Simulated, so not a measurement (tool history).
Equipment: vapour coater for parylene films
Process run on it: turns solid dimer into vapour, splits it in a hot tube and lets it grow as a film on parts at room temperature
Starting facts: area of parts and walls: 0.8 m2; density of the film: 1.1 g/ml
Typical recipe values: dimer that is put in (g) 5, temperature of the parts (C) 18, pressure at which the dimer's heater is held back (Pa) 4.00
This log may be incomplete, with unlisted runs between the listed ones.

run   hour  dimer that is put in (g)  temperature of the parts (C)  pressure at which the dimer's heater is held back (Pa)  thickness of the film (µm)
  1    0.0                         5                            18                                                    4.00                        2.72
  2   43.4                         5                            18                                                    4.00                        2.74
      55.7  -- trap's valve overhauled
  3   95.8                         5                            18                                                    4.00                        2.71
  4  139.7                         5                            18                                                    4.00                        2.68
  5  173.3                         5                            18                                                    4.00                        2.72
  6  212.3                         5                            18                                                    4.00                        2.75
  7  259.4                         8                            18                                                    4.00                        4.39
  8  281.8                         5                            18                                                    4.00                        2.67
  9  308.7                         8                            18                                                    4.00                        4.39
 10  340.8                         8                            18                                                    4.00                        4.38
 11  382.1                         4                            18                                                    4.00                        2.19
 12  407.2                         4                            18                                                    4.00                        2.16
 13  437.6                         4                            18                                                    4.00                        2.23
 14  474.5                         4                            18                                                    4.00                        2.22
 15  517.3                         4                            18                                                    4.00                        2.15
 16  564.1                         5                            18                                                    4.00                        2.71
 17  592.1                         5                            18                                                    3.75                        2.73
 18  624.1                         5                            18                                                    3.75                        2.72
 19  671.7                         5                            18                                                    4.00                        2.71
 20  694.5                         5                            18                                                    8.25                        2.54
 21  717.5                         5                            18                                                    8.25                        2.53
     764.5  -- trap's valve overhauled
 22  770.1                         5                            18                                                    8.25                        2.58
 23  812.5                         5                            18                                                    4.00                        2.74
 24  840.4                         5                            12                                                    8.68                        2.93
 25  879.4                         5                            22                                                    8.68                        2.30
 26  901.8                         4                            23                                                    3.38                        2.02
 27  938.1                         3                            18                                                    4.00                        1.62

For run 28, what comes out?
 28  963.5                         5                            13                                                    6.05                           ?

{"run 28": {"thickness of the film (µm)": 2.99}}
The same run, on a tool lacking any hidden state, would have yielded thickness of the film (µm) 2.99.
